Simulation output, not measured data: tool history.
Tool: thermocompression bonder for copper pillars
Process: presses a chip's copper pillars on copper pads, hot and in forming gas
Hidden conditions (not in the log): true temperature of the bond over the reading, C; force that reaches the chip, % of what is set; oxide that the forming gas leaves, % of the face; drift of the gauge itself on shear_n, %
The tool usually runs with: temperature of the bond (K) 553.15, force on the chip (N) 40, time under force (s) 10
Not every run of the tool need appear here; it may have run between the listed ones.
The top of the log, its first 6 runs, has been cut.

| run | hour | temperature of the bond (K) | force on the chip (N) | time under force (s) | hours of work since the heater was calibrated | hours of work since the force cell was calibrated | hours of work since the gas filter was changed | force that shears a chip off (N) |
|---|---|---|---|---|---|---|---|---|
| 7 | 44.7 | 553.15 | 40 | 10 | 125 | 457 | 188 | 44.1 |
| 8 | 49.5 | 553.15 | 40 | 10 | 127 | 459 | 190 | 43.6 |
| 9 | 54.2 | 553.15 | 40 | 10 | 129 | 461 | 192 | 43.5 |
| 10 | 63.2 | 553.15 | 40 | 10 | 133 | 465 | 196 | 43.4 |
| 11 | 70.2 | 569.15 | 40 | 10 | 135 | 467 | 199 | 53.3 |
| 12 | 79.8 | 553.15 | 40 | 10 | 139 | 471 | 203 | 43.6 |
|  | 87.5 | forming gas filter changed |
| 13 | 89.3 | 553.15 | 40 | 10 | 143 | 475 | 1 | 44.2 |
| 14 | 97.5 | 553.15 | 40 | 10 | 146 | 478 | 4 | 43.7 |
| 15 | 104.8 | 553.15 | 40 | 10 | 149 | 481 | 7 | 44.7 |
| 16 | 113.3 | 553.15 | 40 | 10 | 153 | 485 | 11 | 43.9 |
| 17 | 119.1 | 553.15 | 40 | 10 | 155 | 487 | 13 | 44.9 |
| 18 | 124.2 | 553.15 | 40 | 10 | 157 | 489 | 15 | 44.4 |
| 19 | 133.3 | 553.15 | 40 | 10 | 161 | 493 | 19 | 43.6 |

For run 20, what comes out?
| 20 | 140.4 | 553.15 | 40 | 10 | 164 | 496 | 22 | ? |

force that shears a chip off (N): 43.4
Minus the tool's unlogged condition, the same run would have read force that shears a chip off (N) 43.4.
